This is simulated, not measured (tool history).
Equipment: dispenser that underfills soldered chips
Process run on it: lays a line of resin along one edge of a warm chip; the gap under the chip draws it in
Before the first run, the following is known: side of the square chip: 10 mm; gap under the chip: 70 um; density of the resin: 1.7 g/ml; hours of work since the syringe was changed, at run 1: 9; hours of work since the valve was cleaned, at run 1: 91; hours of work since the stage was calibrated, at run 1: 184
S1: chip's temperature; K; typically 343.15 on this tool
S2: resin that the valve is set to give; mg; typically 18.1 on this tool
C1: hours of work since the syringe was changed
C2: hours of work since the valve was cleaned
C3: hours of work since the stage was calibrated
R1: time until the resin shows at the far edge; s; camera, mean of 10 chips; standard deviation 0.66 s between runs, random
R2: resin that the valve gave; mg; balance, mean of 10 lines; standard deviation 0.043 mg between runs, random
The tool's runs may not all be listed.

run	day	S1	S2	C1	C2	C3	R1	R2
1	0	343.15	18.1	9	91	184	85.8	17.46
# day 0.042: new syringe of resin
2	0.429	331.15	18.1	7	98	191	135.5	17.39
# day 0.517: dispensing valve cleaned and set on the balance
# day 0.638: new syringe of resin
3	0.767	331.15	18.1	2	4	196	107.9	18.18
# day 1.188: new syringe of resin
4	1.279	331.15	18.1	2	13	205	104.1	18.12
5	1.696	343.15	18.1	9	20	212	83.5	18.06
# day 1.754: new syringe of resin
6	2.175	343.15	18.1	7	28	220	77.5	18.01
# day 2.312: new syringe of resin
7	2.575	336.15	18.1	5	35	227	95.2	18.06
# day 2.854: new syringe of resin
8	3.058	343.15	23.1	4	43	235	62.5	22.86
# day 3.404: new syringe of resin
9	3.433	343.15	23.1	1	49	241	57.4	22.8
10	3.854	343.15	23.1	8	57	249	78.3	22.67
# day 3.942: new syringe of resin
11	4.271	336.15	18.1	6	64	256	96.4	17.73
# day 4.483: new syringe of resin
12	4.617	336.15	18.1	2	69	261	82.8	17.69
13	4.858	331.15	18.1	6	74	266	127.4	17.61
# day 5.038: new syringe of resin
14	5.158	347.15	18.1	2	79	271	49.4	17.71
# day 5.575: new syringe of resin
15	5.608	347.15	23	1	86	278	46.5	22.41
# day 6.108: new syringe of resin
16	6.167	347.15	23	1	96	288	46.1	22.23
# day 6.417: dispensing valve cleaned and set on the balance
17	6.492	341.15	20.1	6	1	293	77.1	20.09
# day 6.688: new syringe of resin
18	6.75	341.15	20.1	1	6	297	59.3	20.05
19	7.046	334.15	18.1	6	11	302	105.4	18.01
# day 7.238: new syringe of resin
20	7.442	349.15	17.7	4	17	309	48.9	17.55
# day 7.775: new syringe of resin
21	7.808	346.15	16.2	1	24	315	49.8	16.03
22	8.262	346.15	16.2	8	31	323	69.8	15.99
# day 8.317: new syringe of resin
23	8.546	344.15	22.8	4	36	327	60.3	22.51
# day 8.858: new syringe of resin
24	8.933	344.15	22.8	1	43	334	52.6	22.4

5 ways to go on from here, each from the tool as it stands after run 24. What would each give?
A	9.208	343.15	21.5	6	47	339	?	?
B	9.208	337.15	19.7	6	47	339	?	?
C	9.208	341.15	17.5	6	47	339	?	?
D	9.208	349.15	22.6	6	47	339	?	?
E	9.208	343.15	18.3	6	47	339	?	?

run	R1	R2
A	67	21
B	89.7	19.37
C	77.3	17.18
D	53.4	22.18
E	69.9	17.94
Had the tool no hidden state, the same runs would have come out as:
run	R1	R2
A	56.6	21.4
B	75.9	19.73
C	65.1	17.5
D	45	22.6
E	58.9	18.28
